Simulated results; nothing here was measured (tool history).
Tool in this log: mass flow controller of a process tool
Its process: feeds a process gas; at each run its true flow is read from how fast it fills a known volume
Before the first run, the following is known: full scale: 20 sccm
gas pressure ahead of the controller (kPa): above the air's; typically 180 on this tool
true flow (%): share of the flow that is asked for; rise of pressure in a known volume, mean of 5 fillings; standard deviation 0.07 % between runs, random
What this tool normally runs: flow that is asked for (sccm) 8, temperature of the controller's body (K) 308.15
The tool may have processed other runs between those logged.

run    hour  flow that is asked for (sccm)  gas pressure ahead of the controller (kPa)  temperature of the controller's body (K)  true flow (%)
  1       0                              8                                         180                                    308.15          98.88
  2    82.8                              8                                         180                                    308.15          98.93
  3   158.2                              8                                         180                                    308.15          99.05
  4   218.4                              8                                         180                                    308.15             99
  5   259.6                              8                                         180                                    308.15          98.82
  6   315.3                              8                                         193                                    308.15          98.73
  7   377.6                              5                                         180                                    308.15          98.28
  8   426.5                              5                                         180                                    308.15          98.37
  9   500.6                              8                                         180                                    308.15          98.82
      508.6  -- controller's zero set anew
 10   589.6                              8                                         180                                    308.15          98.87
 11   652.6                              8                                         180                                    295.15          97.65
 12     755                              8                                         180                                    295.15           97.7
 13   833.1                              8                                         180                                    295.15          97.56
 14   882.1                              8                                         180                                    295.15          97.37
      928.9  -- controller's zero set anew, once more
 15   976.6                              8                                         180                                    295.15          97.66
 16  1059.2                              8                                         180                                    295.15          97.69
 17  1113.1                              8                                         180                                    295.15          97.72
 18    1168                              8                                         180                                    295.15           97.5
 19  1266.9                              8                                         180                                    301.15          98.09
 20  1325.7                              8                                         180                                    301.15          98.18
 21    1424                             17                                         151                                    310.15         100.54
 22  1511.8                              7                                         151                                    302.15          98.15
 23  1555.8                              4                                         212                                    305.15          97.48
 24  1653.5                             18                                         180                                    308.15         100.45
 25  1752.1                              6                                         180                                    303.15          97.89
 26  1795.8                              8                                         163                                    308.15          98.71

Each row is a separate what-if for the run after 26, all from the same tool condition, not one after another. Results?
  A  1874.9                              4                                         180                                    308.15              ?
  B  1874.9                              8                                         163                                    312.15              ?
  C  1874.9                              9                                         202                                    308.15              ?

run  true flow (%)
  A          97.96
  B          99.09
  C          98.75
Stripped of hidden state, with their random variation kept, the same runs would have yielded:
run  true flow (%)
  A           98.4
  B          99.43
  C          99.08
